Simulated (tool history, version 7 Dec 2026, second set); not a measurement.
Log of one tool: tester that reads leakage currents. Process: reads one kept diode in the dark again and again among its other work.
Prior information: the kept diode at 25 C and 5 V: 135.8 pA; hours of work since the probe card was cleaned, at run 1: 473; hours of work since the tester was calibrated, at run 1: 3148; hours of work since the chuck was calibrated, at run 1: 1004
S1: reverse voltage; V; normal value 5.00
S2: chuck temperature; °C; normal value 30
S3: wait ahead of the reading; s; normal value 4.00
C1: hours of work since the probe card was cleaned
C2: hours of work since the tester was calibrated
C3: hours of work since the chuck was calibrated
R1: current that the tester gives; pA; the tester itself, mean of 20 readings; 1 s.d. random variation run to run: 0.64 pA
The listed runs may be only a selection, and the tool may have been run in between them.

Run 1, hour 0.0: usual settings; C1 473; C2 3148; C3 1004. Result: R1 215.82 pA.
Run 2, hour 195.0: usual settings but S3 1.18 s; C1 613; C2 3288; C3 1144. Result: R1 218.33 pA.
At hour 242.0: tester calibrated.
Run 3, hour 317.3: usual settings but S3 1.18 s; C1 699; C2 54; C3 1230. Result: R1 222.28 pA.
Run 4, hour 463.5: usual settings but S2 35 °C; C1 804; C2 159; C3 1335. Result: R1 336.56 pA.
Run 5, hour 552.8: usual settings but S3 7.04 s; C1 868; C2 223; C3 1399. Result: R1 223.30 pA.
Run 6, hour 667.3: usual settings but S3 7.04 s; C1 950; C2 305; C3 1481. Result: R1 223.77 pA.
Run 7, hour 865.3: usual settings but S3 7.04 s; C1 1092; C2 447; C3 1623. Result: R1 224.58 pA.
Run 8, hour 1021.7: usual settings but S1 1.31 V, S2 26 °C, S3 0.31 s; C1 1205; C2 560; C3 1736. Result: R1 95.58 pA.
At hour 1041.2: probe card cleaned and baked.
At hour 1051.9: chuck's temperature calibrated.
Run 9, hour 1152.8: usual settings but S1 1.31 V, S2 26 °C, S3 0.31 s; C1 79; C2 650; C3 72. Result: R1 91.81 pA.
Run 10, hour 1302.3: usual settings but S1 1.31 V, S2 26 °C, S3 0.31 s; C1 186; C2 757; C3 180. Result: R1 92.45 pA.

What will run 11 give?
At hour 1350.2: probe card cleaned and baked, once more.
Run 11, hour 1400.4: usual settings but S1 1.44 V, S2 26 °C, S3 0.31 s; C1 36; C2 826; C3 248. Result: R1 ?.

{"run 11": {"R1": 94.34}}
With the hidden condition absent and the run-to-run variation left alone, this run would have shown R1 93.68 pA.

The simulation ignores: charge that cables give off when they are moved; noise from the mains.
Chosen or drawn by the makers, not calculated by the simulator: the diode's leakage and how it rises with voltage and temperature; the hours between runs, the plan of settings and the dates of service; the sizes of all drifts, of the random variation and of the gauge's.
